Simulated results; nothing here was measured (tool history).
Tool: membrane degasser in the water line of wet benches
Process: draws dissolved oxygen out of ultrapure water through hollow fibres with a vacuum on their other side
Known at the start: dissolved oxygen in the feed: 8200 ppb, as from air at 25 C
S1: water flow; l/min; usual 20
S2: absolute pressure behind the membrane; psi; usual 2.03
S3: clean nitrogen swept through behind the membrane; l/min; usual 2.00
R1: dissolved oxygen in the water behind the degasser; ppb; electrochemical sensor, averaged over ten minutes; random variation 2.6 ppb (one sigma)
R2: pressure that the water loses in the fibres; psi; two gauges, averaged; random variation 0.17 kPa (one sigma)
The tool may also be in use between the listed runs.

run	hour	S1	S2	S3	R1	R2
1	0.0	20	2.03	2.00	281.6	3.867
2	240.3	20	2.03	2.00	279.8	3.794
3	513.9	20	2.03	3.00	199.4	3.836
4	723.8	20	2.03	2.00	282.4	3.830
5	991.8	20	2.03	2.00	285.9	3.865
6	1111.1	20	2.03	2.00	281.1	3.839
# hour 1244.1: vacuum gauge calibrated
7	1383.9	17	1.35	3.95	76.9	3.305
8	1605.3	17	1.64	2.64	140.4	3.355
# hour 1816.4: seals of the vacuum lines changed
9	1869.0	22	3.45	5.42	222.5	4.242
10	1997.2	22	3.45	1.22	783.0	4.309
11	2189.0	20	3.90	0.84	1114.8	3.958

Forecast each of these 4 alternatives for the next run:
A	2311.7	17	2.03	2.00	?	?
B	2311.7	31	2.03	2.00	?	?
C	2311.7	20	2.03	1.88	?	?
D	2311.7	20	1.94	2.00	?	?

run	R1	R2
A	231.8	3.340
B	415.2	6.099
C	285.8	3.951
D	251.4	3.903
Without the tool's hidden state the same runs would have given:
run	R1	R2
A	224.1	3.207
B	400.6	5.857
C	276.3	3.796
D	242.5	3.746
